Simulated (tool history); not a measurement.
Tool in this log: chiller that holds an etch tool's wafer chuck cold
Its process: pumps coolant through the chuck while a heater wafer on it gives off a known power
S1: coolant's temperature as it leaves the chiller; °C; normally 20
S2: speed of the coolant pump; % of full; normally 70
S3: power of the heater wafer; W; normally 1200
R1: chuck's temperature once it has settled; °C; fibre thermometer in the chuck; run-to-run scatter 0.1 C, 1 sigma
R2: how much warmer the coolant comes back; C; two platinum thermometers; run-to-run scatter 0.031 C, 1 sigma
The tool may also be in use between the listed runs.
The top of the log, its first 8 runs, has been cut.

{"run": 9, "hour": 670.7, "S1": 20, "S2": 70, "S3": 1200, "R1": 35.5, "R2": 3.16}
{"run": 10, "hour": 774.7, "S1": 20, "S2": 70, "S3": 1200, "R1": 35.5, "R2": 3.21}
{"run": 11, "hour": 826.1, "S1": 20, "S2": 70, "S3": 1200, "R1": 35.7, "R2": 3.25}
{"run": 12, "hour": 931.0, "S1": 20, "S2": 70, "S3": 1200, "R1": 35.6, "R2": 3.17}
{"run": 13, "hour": 1035.0, "S1": 20, "S2": 70, "S3": 1200, "R1": 35.7, "R2": 3.22}
{"run": 14, "hour": 1083.8, "S1": 20, "S2": 70, "S3": 1200, "R1": 35.7, "R2": 3.22}
{"run": 15, "hour": 1191.3, "S1": 20, "S2": 70, "S3": 1200, "R1": 35.9, "R2": 3.2}
{"run": 16, "hour": 1253.5, "S1": 20, "S2": 70, "S3": 1200, "R1": 35.8, "R2": 3.22}
{"run": 17, "hour": 1345.7, "S1": 11, "S2": 65, "S3": 1142, "R1": 26.8, "R2": 3.33}
{"run": 18, "hour": 1415.8, "S1": 11, "S2": 64, "S3": 932, "R1": 24.3, "R2": 2.78}
{"hour": 1439.2, "done": "chiller's thermometer calibrated"}
{"run": 19, "hour": 1479.6, "S1": 24, "S2": 62, "S3": 1200, "R1": 41.2, "R2": 3.63}
{"run": 20, "hour": 1580.9, "S1": 12, "S2": 96, "S3": 1103, "R1": 23.4, "R2": 2.15}
{"run": 21, "hour": 1674.7, "S1": 23, "S2": 96, "S3": 1103, "R1": 34.2, "R2": 2.15}
{"run": 22, "hour": 1721.7, "S1": 22, "S2": 94, "S3": 1200, "R1": 34.6, "R2": 2.44}
{"run": 23, "hour": 1810.6, "S1": 22, "S2": 94, "S3": 1200, "R1": 34.4, "R2": 2.39}
{"run": 24, "hour": 1913.8, "S1": 10, "S2": 72, "S3": 1036, "R1": 23.5, "R2": 2.75}
{"run": 25, "hour": 1963.7, "S1": 10, "S2": 72, "S3": 1036, "R1": 23.6, "R2": 2.74}
{"run": 26, "hour": 2017.4, "S1": 10, "S2": 72, "S3": 1036, "R1": 23.5, "R2": 2.74}
{"run": 27, "hour": 2118.3, "S1": 14, "S2": 70, "S3": 1422, "R1": 33.1, "R2": 3.91}
{"run": 28, "hour": 2209.5, "S1": 14, "S2": 70, "S3": 1422, "R1": 33.2, "R2": 3.91}
{"run": 29, "hour": 2294.9, "S1": 17, "S2": 60, "S3": 1037, "R1": 32.8, "R2": 3.3}
{"run": 30, "hour": 2367.1, "S1": 15, "S2": 60, "S3": 740, "R1": 26.3, "R2": 2.44}
{"run": 31, "hour": 2478.1, "S1": 13, "S2": 60, "S3": 1274, "R1": 32.6, "R2": 4.16}

Consider 4 possible next runs. They are alternatives, not a sequence: every one starts from the tool as it was left by run 31. What does each give?
{"run": "A", "hour": 2549.8, "S1": 10, "S2": 73, "S3": 604, "R1": "?", "R2": "?"}
{"run": "B", "hour": 2549.8, "S1": 20, "S2": 80, "S3": 1200, "R1": "?", "R2": "?"}
{"run": "C", "hour": 2549.8, "S1": 18, "S2": 70, "S3": 1200, "R1": "?", "R2": "?"}
{"run": "D", "hour": 2549.8, "S1": 13, "S2": 67, "S3": 1178, "R1": "?", "R2": "?"}

run=A R1=18 R2=1.6
run=B R1=34.7 R2=2.85
run=C R1=34.4 R2=3.32
run=D R1=29.7 R2=3.42
Had the tool no hidden state, the same runs would have come out as:
run=A R1=17.2 R2=1.5
run=B R1=33.3 R2=2.68
run=C R1=32.8 R2=3.13
run=D R1=28.1 R2=3.23

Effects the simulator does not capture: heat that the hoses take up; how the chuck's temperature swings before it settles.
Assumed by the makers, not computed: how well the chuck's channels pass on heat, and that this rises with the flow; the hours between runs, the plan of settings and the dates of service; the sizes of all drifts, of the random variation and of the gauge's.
